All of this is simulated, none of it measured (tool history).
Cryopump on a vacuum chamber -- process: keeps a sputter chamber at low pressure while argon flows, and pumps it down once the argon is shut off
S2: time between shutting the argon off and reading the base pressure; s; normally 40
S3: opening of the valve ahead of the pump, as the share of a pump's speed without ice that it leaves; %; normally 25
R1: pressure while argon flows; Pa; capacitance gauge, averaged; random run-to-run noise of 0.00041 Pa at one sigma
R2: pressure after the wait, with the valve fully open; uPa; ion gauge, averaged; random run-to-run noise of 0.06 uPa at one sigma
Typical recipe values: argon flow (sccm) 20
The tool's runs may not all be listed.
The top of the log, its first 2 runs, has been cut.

{"run": 3, "hour": 30.6, "argon flow (sccm)": 20, "S2": 155, "S3": 25, "R1": 0.1384, "R2": 2.04}
{"run": 4, "hour": 39.7, "argon flow (sccm)": 20, "S2": 109, "S3": 25, "R1": 0.1384, "R2": 2.47}
{"run": 5, "hour": 57.5, "argon flow (sccm)": 9, "S2": 109, "S3": 25, "R1": 0.0625, "R2": 2.52}
{"run": 6, "hour": 71.9, "argon flow (sccm)": 9, "S2": 109, "S3": 25, "R1": 0.0621, "R2": 2.5}
{"run": 7, "hour": 91.3, "argon flow (sccm)": 9, "S2": 109, "S3": 25, "R1": 0.0624, "R2": 2.47}
{"run": 8, "hour": 106.0, "argon flow (sccm)": 9, "S2": 109, "S3": 25, "R1": 0.0619, "R2": 2.46}
{"run": 9, "hour": 117.3, "argon flow (sccm)": 9, "S2": 109, "S3": 25, "R1": 0.0624, "R2": 2.51}
{"run": 10, "hour": 130.8, "argon flow (sccm)": 9, "S2": 109, "S3": 25, "R1": 0.0624, "R2": 2.55}
{"run": 11, "hour": 145.4, "argon flow (sccm)": 9, "S2": 109, "S3": 25, "R1": 0.0628, "R2": 2.46}
{"run": 12, "hour": 161.2, "argon flow (sccm)": 9, "S2": 109, "S3": 25, "R1": 0.0623, "R2": 2.54}
{"run": 13, "hour": 180.1, "argon flow (sccm)": 20, "S2": 40, "S3": 25, "R1": 0.1389, "R2": 4.55}
{"run": 14, "hour": 194.9, "argon flow (sccm)": 20, "S2": 40, "S3": 18, "R1": 0.1929, "R2": 4.5}
{"run": 15, "hour": 206.9, "argon flow (sccm)": 20, "S2": 40, "S3": 18, "R1": 0.1913, "R2": 4.7}
{"run": 16, "hour": 224.9, "argon flow (sccm)": 20, "S2": 122, "S3": 25, "R1": 0.1385, "R2": 2.37}
{"run": 17, "hour": 235.8, "argon flow (sccm)": 20, "S2": 40, "S3": 54, "R1": 0.0648, "R2": 4.65}

Run 18 is up next; what results do you expect?
{"run": 18, "hour": 246.0, "argon flow (sccm)": 13, "S2": 40, "S3": 23, "R1": "?", "R2": "?"}

{"run 18": {"R1": 0.0982, "R2": 4.72}}
Take away the tool's hidden state, keep the run-to-run variation as it was, and the same run would have given R1 0.0976 Pa, R2 3.76 uPa.
